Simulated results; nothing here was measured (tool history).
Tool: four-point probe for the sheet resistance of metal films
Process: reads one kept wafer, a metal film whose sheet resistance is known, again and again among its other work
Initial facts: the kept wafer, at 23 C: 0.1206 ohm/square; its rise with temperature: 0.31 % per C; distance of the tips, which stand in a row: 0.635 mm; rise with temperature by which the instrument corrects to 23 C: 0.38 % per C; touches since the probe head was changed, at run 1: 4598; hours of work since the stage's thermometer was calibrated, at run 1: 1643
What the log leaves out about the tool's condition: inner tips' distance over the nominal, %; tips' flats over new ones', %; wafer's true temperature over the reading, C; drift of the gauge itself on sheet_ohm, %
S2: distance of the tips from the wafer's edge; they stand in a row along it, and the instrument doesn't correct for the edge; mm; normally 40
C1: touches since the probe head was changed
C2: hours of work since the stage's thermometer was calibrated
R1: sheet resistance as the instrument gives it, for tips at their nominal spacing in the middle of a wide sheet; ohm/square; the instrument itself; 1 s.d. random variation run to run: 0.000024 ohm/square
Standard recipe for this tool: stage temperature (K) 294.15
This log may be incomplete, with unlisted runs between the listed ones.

run 1 hour=0 | stage_temperature_(K)=294.15 S2=40 | C1=4598 C2=1643 | R1=0.12022
run 2 hour=17.7 | stage_temperature_(K)=294.15 S2=40 | C1=4908 C2=1652 | R1=0.120213
run 3 hour=60.8 | stage_temperature_(K)=294.15 S2=40 | C1=5666 C2=1675 | R1=0.120244
run 4 hour=85.2 | stage_temperature_(K)=294.15 S2=40 | C1=6096 C2=1688 | R1=0.12023
run 5 hour=114.3 | stage_temperature_(K)=295.15 S2=40 | C1=6608 C2=1703 | R1=0.120208
-- hour=116.9 stage's thermometer calibrated
run 6 hour=141.3 | stage_temperature_(K)=295.15 S2=40 | C1=7073 C2=13 | R1=0.120146
run 7 hour=182.6 | stage_temperature_(K)=299.15 S2=40 | C1=7800 C2=35 | R1=0.119752
run 8 hour=215.1 | stage_temperature_(K)=308.15 S2=40 | C1=8371 C2=52 | R1=0.119042
run 9 hour=250.1 | stage_temperature_(K)=308.15 S2=40 | C1=8986 C2=70 | R1=0.119091

What does the tool deliver on the next run?
run 10 hour=268.1 | stage_temperature_(K)=297.15 S2=67 | C1=9303 C2=80 | R1=?

R1: 0.11998 ohm/square
The same run, on a tool lacking any hidden state, would have yielded R1 0.120532 ohm/square.
